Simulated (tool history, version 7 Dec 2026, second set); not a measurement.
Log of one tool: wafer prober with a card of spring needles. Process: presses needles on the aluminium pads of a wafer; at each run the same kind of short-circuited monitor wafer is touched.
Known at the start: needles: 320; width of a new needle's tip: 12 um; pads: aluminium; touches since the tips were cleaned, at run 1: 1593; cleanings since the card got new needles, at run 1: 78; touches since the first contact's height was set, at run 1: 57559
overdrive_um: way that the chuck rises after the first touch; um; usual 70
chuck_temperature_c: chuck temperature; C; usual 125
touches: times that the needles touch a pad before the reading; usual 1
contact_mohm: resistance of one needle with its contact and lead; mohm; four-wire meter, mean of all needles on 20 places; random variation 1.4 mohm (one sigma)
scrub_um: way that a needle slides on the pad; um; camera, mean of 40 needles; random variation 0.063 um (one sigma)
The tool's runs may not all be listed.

| run | hour | overdrive_um | chuck_temperature_c | touches | touches since the tips were cleaned | cleanings since the card got new needles | touches since the first contact's height was set | contact_mohm | scrub_um |
|---|---|---|---|---|---|---|---|---|---|
| 1 | 0 | 70 | 125 | 1 | 1593 | 78 | 57559 | 126 | 15.39 |
|  | 3.1 | tips cleaned on abrasive film |
|  | 8.8 | tips cleaned on abrasive film |
| 2 | 11.4 | 70 | 125 | 1 | 1311 | 80 | 63198 | 127 | 15.32 |
|  | 14.8 | tips cleaned on abrasive film |
|  | 15.1 | height of the first contact set anew |
|  | 20.6 | tips cleaned on abrasive film |
| 3 | 23.5 | 70 | 125 | 1 | 1435 | 82 | 4184 | 129 | 15.39 |
|  | 26.8 | tips cleaned on abrasive film |
|  | 33.1 | tips cleaned on abrasive film |
| 4 | 37.5 | 70 | 125 | 1 | 2231 | 84 | 11159 | 128 | 15.27 |
|  | 39.2 | tips cleaned on abrasive film |
|  | 45.9 | tips cleaned on abrasive film |
|  | 51.3 | tips cleaned on abrasive film |
| 5 | 51.3 | 70 | 125 | 1 | 0 | 87 | 18010 | 124 | 15.51 |
|  | 57 | tips cleaned on abrasive film |
| 6 | 59.3 | 70 | 29 | 1 | 1146 | 88 | 21961 | 112 | 15.28 |
|  | 62.5 | tips cleaned on abrasive film |
|  | 68 | tips cleaned on abrasive film |
| 7 | 71.1 | 70 | 125 | 1 | 1553 | 90 | 27814 | 126 | 15.29 |
|  | 74.5 | tips cleaned on abrasive film |
|  | 80.3 | tips cleaned on abrasive film |
| 8 | 85.3 | 70 | 125 | 1 | 2535 | 92 | 34934 | 129 | 15.43 |
|  | 86.5 | tips cleaned on abrasive film |
|  | 92.1 | tips cleaned on abrasive film |
|  | 97.9 | tips cleaned on abrasive film |
| 9 | 99.6 | 70 | 125 | 1 | 833 | 95 | 41971 | 127 | 15.32 |
|  | 103.8 | tips cleaned on abrasive film |
|  | 109.7 | tips cleaned on abrasive film |
| 10 | 109.7 | 70 | 125 | 1 | 0 | 97 | 46974 | 126 | 15.42 |
|  | 115.7 | tips cleaned on abrasive film |
| 11 | 120.7 | 70 | 125 | 2 | 2556 | 98 | 52516 | 127 | 15.27 |
|  | 122.2 | tips cleaned on abrasive film |
|  | 128 | tips cleaned on abrasive film |
| 12 | 128 | 85 | 125 | 1 | 0 | 100 | 56079 | 122 | 18.57 |
|  | 133.8 | tips cleaned on abrasive film |
| 13 | 137.4 | 70 | 125 | 2 | 1800 | 101 | 60773 | 128 | 15.3 |
|  | 139.7 | tips cleaned on abrasive film |
|  | 145.6 | tips cleaned on abrasive film |
|  | 145.9 | height of the first contact set anew |
|  | 151.6 | tips cleaned on abrasive film |
| 14 | 153.2 | 70 | 125 | 2 | 816 | 104 | 3642 | 127 | 15.19 |
|  | 158 | tips cleaned on abrasive film |
|  | 164.1 | tips cleaned on abrasive film |
| 15 | 168 | 70 | 125 | 1 | 1957 | 106 | 10984 | 127 | 15.34 |
|  | 170.2 | tips cleaned on abrasive film |
|  | 176.2 | tips cleaned on abrasive film |
| 16 | 178.7 | 70 | 125 | 1 | 1250 | 108 | 16313 | 125 | 15.36 |
|  | 181.7 | tips cleaned on abrasive film |
|  | 188.3 | tips cleaned on abrasive film |
| 17 | 188.4 | 70 | 125 | 1 | 50 | 110 | 21102 | 125 | 15.22 |
|  | 194.5 | tips cleaned on abrasive film |
| 18 | 197.6 | 62 | 125 | 1 | 1567 | 111 | 25733 | 130 | 13.64 |
|  | 200.3 | tips cleaned on abrasive film |
|  | 205.8 | tips cleaned on abrasive film |
| 19 | 210.7 | 60 | 39 | 3 | 2469 | 113 | 32205 | 115 | 13.08 |
|  | 211.9 | tips cleaned on abrasive film |
|  | 218.1 | tips cleaned on abrasive film |
| 20 | 219 | 60 | 39 | 3 | 439 | 115 | 36300 | 115 | 13.25 |
|  | 224 | tips cleaned on abrasive film |
| 21 | 228.2 | 60 | 39 | 3 | 2096 | 116 | 40895 | 117 | 13.19 |
|  | 229.6 | tips cleaned on abrasive film |
|  | 235.6 | tips cleaned on abrasive film |
|  | 241.3 | tips cleaned on abrasive film |
| 22 | 244 | 81 | 107 | 1 | 1332 | 119 | 48732 | 120 | 17.71 |
|  | 246.9 | tips cleaned on abrasive film |
|  | 252.6 | tips cleaned on abrasive film |
|  | 258.8 | tips cleaned on abrasive film |
| 23 | 258.8 | 81 | 107 | 1 | 0 | 122 | 56086 | 122 | 17.78 |
|  | 264.7 | tips cleaned on abrasive film |
| 24 | 265.9 | 54 | 107 | 2 | 588 | 123 | 59594 | 132 | 11.76 |
|  | 271.3 | tips cleaned on abrasive film |
| 25 | 275.6 | 70 | 71 | 2 | 2138 | 124 | 64452 | 120 | 15.4 |
|  | 277 | tips cleaned on abrasive film |
|  | 277.3 | height of the first contact set anew |
|  | 283.3 | tips cleaned on abrasive film |
|  | 289.4 | tips cleaned on abrasive film |
| 26 | 291.6 | 70 | 71 | 2 | 1111 | 127 | 7115 | 119 | 15.35 |
|  | 295.1 | tips cleaned on abrasive film |
|  | 301 | tips cleaned on abrasive film |
| 27 | 304.2 | 70 | 71 | 2 | 1617 | 129 | 13392 | 119 | 15.36 |
|  | 307 | tips cleaned on abrasive film |
| 28 | 312 | 70 | 71 | 2 | 2516 | 130 | 17257 | 118 | 15.13 |
|  | 313 | tips cleaned on abrasive film |
|  | 319.5 | tips cleaned on abrasive film |
| 29 | 320.5 | 75 | 125 | 1 | 470 | 132 | 21443 | 124 | 16.49 |
|  | 325.6 | tips cleaned on abrasive film |
| 30 | 329.4 | 75 | 125 | 2 | 1956 | 133 | 25931 | 123 | 16.37 |
|  | 331.4 | tips cleaned on abrasive film |
|  | 337.5 | tips cleaned on abrasive film |
| 31 | 339.3 | 58 | 84 | 2 | 910 | 135 | 30823 | 123 | 12.71 |

Forecast each of these 3 alternatives for the next run:
|  | 343.9 | tips cleaned on abrasive film |
|  | 349.4 | tips cleaned on abrasive film |
| A | 349.4 | 59 | 125 | 1 | 0 | 137 | 35839 | ? | ? |
|  | 343.9 | tips cleaned on abrasive film |
|  | 349.4 | tips cleaned on abrasive film |
| B | 349.4 | 66 | 64 | 2 | 0 | 137 | 35839 | ? | ? |
|  | 343.9 | tips cleaned on abrasive film |
|  | 349.4 | tips cleaned on abrasive film |
| C | 349.4 | 70 | 29 | 1 | 0 | 137 | 35839 | ? | ? |

| run | contact_mohm | scrub_um |
|---|---|---|
| A | 131 | 12.97 |
| B | 120 | 14.38 |
| C | 112 | 15.39 |
Without the tool's hidden state the same runs would have given:
| run | contact_mohm | scrub_um |
|---|---|---|
| A | 131 | 12.97 |
| B | 120 | 14.39 |
| C | 112 | 15.39 |
